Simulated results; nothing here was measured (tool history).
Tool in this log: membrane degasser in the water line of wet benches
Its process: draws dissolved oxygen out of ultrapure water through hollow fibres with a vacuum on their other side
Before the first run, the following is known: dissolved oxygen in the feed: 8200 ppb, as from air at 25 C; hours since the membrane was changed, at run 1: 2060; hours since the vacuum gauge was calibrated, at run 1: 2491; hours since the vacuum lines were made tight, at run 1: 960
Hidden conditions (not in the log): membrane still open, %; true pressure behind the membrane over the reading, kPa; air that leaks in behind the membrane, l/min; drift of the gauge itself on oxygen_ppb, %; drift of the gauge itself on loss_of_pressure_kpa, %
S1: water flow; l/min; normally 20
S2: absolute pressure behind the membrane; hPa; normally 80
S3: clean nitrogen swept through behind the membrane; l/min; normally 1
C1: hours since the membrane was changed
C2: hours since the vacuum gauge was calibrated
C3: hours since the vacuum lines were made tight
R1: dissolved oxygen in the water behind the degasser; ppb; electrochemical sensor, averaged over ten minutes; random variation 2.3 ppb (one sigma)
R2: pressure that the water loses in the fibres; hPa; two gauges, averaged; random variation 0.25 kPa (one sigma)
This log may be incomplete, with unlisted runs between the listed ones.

{"run": 1, "hour": 0.0, "S1": 20, "S2": 80, "S3": 1, "C1": 2060, "C2": 2491, "C3": 960, "R1": 233.9, "R2": 668.8}
{"run": 2, "hour": 92.7, "S1": 20, "S2": 80, "S3": 1, "C1": 2153, "C2": 2583, "C3": 1052, "R1": 230.4, "R2": 667.1}
{"run": 3, "hour": 229.7, "S1": 20, "S2": 80, "S3": 1, "C1": 2290, "C2": 2720, "C3": 1189, "R1": 232.5, "R2": 670.2}
{"run": 4, "hour": 395.8, "S1": 20, "S2": 80, "S3": 1, "C1": 2456, "C2": 2886, "C3": 1355, "R1": 227.8, "R2": 667.2}
{"run": 5, "hour": 548.7, "S1": 20, "S2": 80, "S3": 1, "C1": 2609, "C2": 3039, "C3": 1508, "R1": 231.2, "R2": 666.7}
{"run": 6, "hour": 632.8, "S1": 20, "S2": 80, "S3": 1.01, "C1": 2693, "C2": 3123, "C3": 1592, "R1": 230.3, "R2": 666.1}
{"run": 7, "hour": 820.7, "S1": 20, "S2": 80, "S3": 1, "C1": 2881, "C2": 3311, "C3": 1780, "R1": 231.3, "R2": 667.9}
{"run": 8, "hour": 992.4, "S1": 20, "S2": 80, "S3": 1, "C1": 3053, "C2": 3483, "C3": 1952, "R1": 233.4, "R2": 665.9}
{"run": 9, "hour": 1162.4, "S1": 20, "S2": 80, "S3": 1, "C1": 3223, "C2": 3653, "C3": 2122, "R1": 233.9, "R2": 664.7}
{"run": 10, "hour": 1349.3, "S1": 20, "S2": 80, "S3": 1, "C1": 3410, "C2": 3840, "C3": 2309, "R1": 233.1, "R2": 670}
{"run": 11, "hour": 1507.1, "S1": 12, "S2": 80, "S3": 1, "C1": 3567, "C2": 3998, "C3": 2467, "R1": 139.7, "R2": 403.2}
{"run": 12, "hour": 1598.0, "S1": 12, "S2": 80, "S3": 1, "C1": 3658, "C2": 4089, "C3": 2558, "R1": 136.8, "R2": 400.6}
{"hour": 1613.2, "done": "vacuum gauge calibrated"}
{"run": 13, "hour": 1714.1, "S1": 12, "S2": 80, "S3": 1, "C1": 3774, "C2": 101, "C3": 2673, "R1": 139.9, "R2": 403.8}
{"run": 14, "hour": 1892.9, "S1": 12, "S2": 80, "S3": 1, "C1": 3953, "C2": 280, "C3": 2852, "R1": 136.2, "R2": 401}
{"run": 15, "hour": 2070.8, "S1": 12, "S2": 80, "S3": 1, "C1": 4131, "C2": 458, "C3": 3030, "R1": 138.4, "R2": 405.6}
{"run": 16, "hour": 2218.0, "S1": 12, "S2": 80, "S3": 1, "C1": 4278, "C2": 605, "C3": 3177, "R1": 135.6, "R2": 402.6}
{"run": 17, "hour": 2306.3, "S1": 12, "S2": 80, "S3": 1, "C1": 4366, "C2": 693, "C3": 3265, "R1": 137, "R2": 400.7}
{"run": 18, "hour": 2487.2, "S1": 12, "S2": 80, "S3": 1, "C1": 4547, "C2": 874, "C3": 3446, "R1": 139.6, "R2": 402.3}
{"run": 19, "hour": 2588.2, "S1": 19, "S2": 119.5, "S3": 1, "C1": 4648, "C2": 975, "C3": 3547, "R1": 379.6, "R2": 640.2}
{"run": 20, "hour": 2731.4, "S1": 19, "S2": 119.5, "S3": 1, "C1": 4791, "C2": 1118, "C3": 3690, "R1": 377.9, "R2": 635.5}
{"run": 21, "hour": 2812.8, "S1": 19, "S2": 119.5, "S3": 1, "C1": 4872, "C2": 1200, "C3": 3772, "R1": 374.9, "R2": 636.1}
{"run": 22, "hour": 2949.2, "S1": 16, "S2": 86.7, "S3": 1, "C1": 5009, "C2": 1336, "C3": 3908, "R1": 206.3, "R2": 532}
{"run": 23, "hour": 3078.4, "S1": 16, "S2": 86.7, "S3": 1, "C1": 5138, "C2": 1465, "C3": 4037, "R1": 212.5, "R2": 534.5}
{"run": 24, "hour": 3220.1, "S1": 20, "S2": 136.5, "S3": 0.42, "C1": 5280, "C2": 1607, "C3": 4179, "R1": 901.8, "R2": 670.7}
{"run": 25, "hour": 3307.6, "S1": 20, "S2": 136.5, "S3": 0.42, "C1": 5367, "C2": 1694, "C3": 4267, "R1": 903.3, "R2": 664.3}
{"run": 26, "hour": 3411.9, "S1": 26, "S2": 53.5, "S3": 1.79, "C1": 5472, "C2": 1799, "C3": 4371, "R1": 114.2, "R2": 865.4}
{"run": 27, "hour": 3564.9, "S1": 27, "S2": 65.6, "S3": 1.29, "C1": 5625, "C2": 1952, "C3": 4524, "R1": 197.5, "R2": 896.8}

Run 28 has not been measured yet. What should we expect?
{"run": 28, "hour": 3718.5, "S1": 27, "S2": 65.6, "S3": 1.29, "C1": 5778, "C2": 2105, "C3": 4678, "R1": "?", "R2": "?"}

R1: 197.3 ppb
R2: 908 hPa
Were there no unlogged condition in the tool, this run, its random variation unchanged, would have produced R1 197.1 ppb, R2 907.2 hPa.

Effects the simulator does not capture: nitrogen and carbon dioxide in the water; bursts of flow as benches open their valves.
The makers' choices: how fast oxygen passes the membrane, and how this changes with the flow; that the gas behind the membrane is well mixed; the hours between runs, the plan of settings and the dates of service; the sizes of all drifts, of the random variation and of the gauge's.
